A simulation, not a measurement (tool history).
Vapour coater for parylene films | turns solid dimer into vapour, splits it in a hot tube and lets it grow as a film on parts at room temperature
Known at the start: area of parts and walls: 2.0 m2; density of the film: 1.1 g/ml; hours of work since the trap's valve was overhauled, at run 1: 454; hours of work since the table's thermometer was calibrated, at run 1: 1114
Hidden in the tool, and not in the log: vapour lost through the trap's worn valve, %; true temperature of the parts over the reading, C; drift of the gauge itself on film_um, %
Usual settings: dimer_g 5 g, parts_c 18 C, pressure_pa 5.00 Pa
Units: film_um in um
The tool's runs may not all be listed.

run	hour	dimer_g	parts_c	pressure_pa	hours of work since the trap's valve was overhauled	hours of work since the table's thermometer was calibrated	film_um
1	0.0	5	18	5.00	454	1114	1.033
2	41.2	5	29	5.00	491	1150	0.807
3	93.5	3	18	5.00	537	1197	0.616
4	167.2	5	18	5.00	602	1262	1.028
# hour 205.5: trap's valve overhauled
5	226.7	5	18	5.00	19	1311	1.013
# hour 260.8: table's thermometer calibrated
6	272.9	5	18	2.51	59	11	1.141
7	312.8	5	18	5.00	94	46	1.012
8	381.5	5	18	5.00	155	107	1.000
9	433.6	5	18	5.00	201	153	1.013
10	492.4	5	18	2.53	253	205	1.128
11	568.8	5	18	2.92	320	272	1.086
# hour 590.0: trap's valve overhauled, once more
12	636.0	5	18	7.04	41	328	1.023
13	684.4	5	18	7.04	84	371	1.006
14	748.3	5	18	7.04	140	428	1.030
15	804.2	5	18	5.00	189	477	1.065
16	891.2	5	18	5.00	266	554	1.046
17	963.2	5	18	5.00	330	618	1.042
18	1002.0	5	18	5.00	364	652	1.038
19	1081.7	2	24	9.97	435	723	0.324
20	1161.1	3	18	5.00	505	793	0.637
21	1245.9	3	18	5.00	580	868	0.616
22	1300.7	3	18	5.00	629	916	0.596
# hour 1310.8: trap's valve overhauled
23	1345.0	3	12	5.00	30	952	0.740
24	1411.6	3	12	5.00	89	1011	0.734
25	1475.1	3	12	5.00	145	1067	0.735
26	1515.6	2	18	5.00	181	1103	0.434
27	1567.8	5	23	5.43	227	1149	0.943
28	1629.9	5	11	6.86	282	1204	1.185
29	1695.6	6	18	9.63	340	1262	1.118
30	1778.6	4	18	5.51	414	1335	0.819
# hour 1787.6: table's thermometer calibrated
31	1834.1	5	13	2.30	462	41	1.365
32	1893.5	5	13	2.30	515	94	1.349
33	1937.6	5	12	9.95	554	133	1.077

The same runs without the tool's hidden state, with the same run-to-run variation:
run	film_um
1	1.097
2	0.860
3	0.658
4	1.105
5	1.117
6	1.243
7	1.105
8	1.099
9	1.117
10	1.252
11	1.213
12	1.044
13	1.030
14	1.059
15	1.100
16	1.088
17	1.089
18	1.089
19	0.342
20	0.675
21	0.658
22	0.641
23	0.759
24	0.756
25	0.761
26	0.451
27	0.983
28	1.242
29	1.177
30	0.869
31	1.417
32	1.407
33	1.126
